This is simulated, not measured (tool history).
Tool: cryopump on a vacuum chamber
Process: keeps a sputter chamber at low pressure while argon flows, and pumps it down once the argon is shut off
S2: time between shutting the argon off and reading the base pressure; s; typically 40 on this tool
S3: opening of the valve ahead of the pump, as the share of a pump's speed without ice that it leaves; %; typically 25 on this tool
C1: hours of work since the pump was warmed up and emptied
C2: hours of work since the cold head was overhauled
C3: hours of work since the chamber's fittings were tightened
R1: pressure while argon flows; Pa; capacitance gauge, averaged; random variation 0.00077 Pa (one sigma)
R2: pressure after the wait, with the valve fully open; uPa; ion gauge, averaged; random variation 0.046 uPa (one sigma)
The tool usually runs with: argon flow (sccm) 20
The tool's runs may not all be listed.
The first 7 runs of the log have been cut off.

{"run": 8, "day": 2.938, "argon flow (sccm)": 31, "S2": 40, "S3": 25, "C1": 215, "C2": 215, "C3": 3032, "R1": 0.2295, "R2": 3.64}
{"run": 9, "day": 3.212, "argon flow (sccm)": 20, "S2": 40, "S3": 25, "C1": 220, "C2": 220, "C3": 3037, "R1": 0.1486, "R2": 3.47}
{"run": 10, "day": 3.629, "argon flow (sccm)": 20, "S2": 40, "S3": 19, "C1": 228, "C2": 228, "C3": 3045, "R1": 0.1971, "R2": 3.64}
{"run": 11, "day": 3.975, "argon flow (sccm)": 20, "S2": 40, "S3": 25, "C1": 235, "C2": 235, "C3": 3052, "R1": 0.15, "R2": 3.59}
{"run": 12, "day": 4.492, "argon flow (sccm)": 20, "S2": 40, "S3": 25, "C1": 245, "C2": 245, "C3": 3062, "R1": 0.1512, "R2": 3.63}
{"run": 13, "day": 5.121, "argon flow (sccm)": 20, "S2": 40, "S3": 25, "C1": 257, "C2": 257, "C3": 3074, "R1": 0.1505, "R2": 3.61}
{"run": 14, "day": 5.662, "argon flow (sccm)": 20, "S2": 40, "S3": 25, "C1": 267, "C2": 267, "C3": 3084, "R1": 0.1513, "R2": 3.61}
{"run": 15, "day": 5.975, "argon flow (sccm)": 20, "S2": 40, "S3": 25, "C1": 273, "C2": 273, "C3": 3090, "R1": 0.1499, "R2": 3.63}
{"run": 16, "day": 6.35, "argon flow (sccm)": 20, "S2": 40, "S3": 25, "C1": 281, "C2": 281, "C3": 3097, "R1": 0.1489, "R2": 3.5}
{"run": 17, "day": 6.804, "argon flow (sccm)": 20, "S2": 40, "S3": 25, "C1": 289, "C2": 289, "C3": 3106, "R1": 0.1504, "R2": 3.55}
{"run": 18, "day": 7.296, "argon flow (sccm)": 20, "S2": 45, "S3": 34, "C1": 299, "C2": 299, "C3": 3115, "R1": 0.11, "R2": 3.32}
{"run": 19, "day": 7.896, "argon flow (sccm)": 20, "S2": 45, "S3": 34, "C1": 310, "C2": 310, "C3": 3127, "R1": 0.1119, "R2": 3.35}
{"run": 20, "day": 8.267, "argon flow (sccm)": 15, "S2": 47, "S3": 37, "C1": 317, "C2": 317, "C3": 3134, "R1": 0.0773, "R2": 3.24}
{"run": 21, "day": 8.767, "argon flow (sccm)": 15, "S2": 47, "S3": 37, "C1": 327, "C2": 327, "C3": 3144, "R1": 0.0779, "R2": 3.23}
{"run": 22, "day": 9.342, "argon flow (sccm)": 11, "S2": 40, "S3": 25, "C1": 338, "C2": 338, "C3": 3155, "R1": 0.0825, "R2": 3.61}
{"run": 23, "day": 9.725, "argon flow (sccm)": 9, "S2": 28, "S3": 45, "C1": 345, "C2": 345, "C3": 3162, "R1": 0.0385, "R2": 4.65}
{"run": 24, "day": 10.183, "argon flow (sccm)": 9, "S2": 40, "S3": 25, "C1": 354, "C2": 354, "C3": 3171, "R1": 0.0675, "R2": 3.59}
{"run": 25, "day": 10.746, "argon flow (sccm)": 20, "S2": 97, "S3": 19, "C1": 365, "C2": 365, "C3": 3182, "R1": 0.1966, "R2": 2.21}
{"run": 26, "day": 11.171, "argon flow (sccm)": 12, "S2": 24, "S3": 29, "C1": 373, "C2": 373, "C3": 3190, "R1": 0.0791, "R2": 5.18}
{"run": 27, "day": 11.8, "argon flow (sccm)": 37, "S2": 34, "S3": 48, "C1": 385, "C2": 385, "C3": 3202, "R1": 0.1495, "R2": 4.1}

Run 28 is up next; what results do you expect?
{"run": 28, "day": 12.233, "argon flow (sccm)": 37, "S2": 34, "S3": 46, "C1": 393, "C2": 393, "C3": 3210, "R1": "?", "R2": "?"}

{"run 28": {"R1": 0.1575, "R2": 4.03}}
Take away the tool's hidden state, keep the run-to-run variation as it was, and the same run would have given R1 0.1486 Pa, R2 3.17 uPa.

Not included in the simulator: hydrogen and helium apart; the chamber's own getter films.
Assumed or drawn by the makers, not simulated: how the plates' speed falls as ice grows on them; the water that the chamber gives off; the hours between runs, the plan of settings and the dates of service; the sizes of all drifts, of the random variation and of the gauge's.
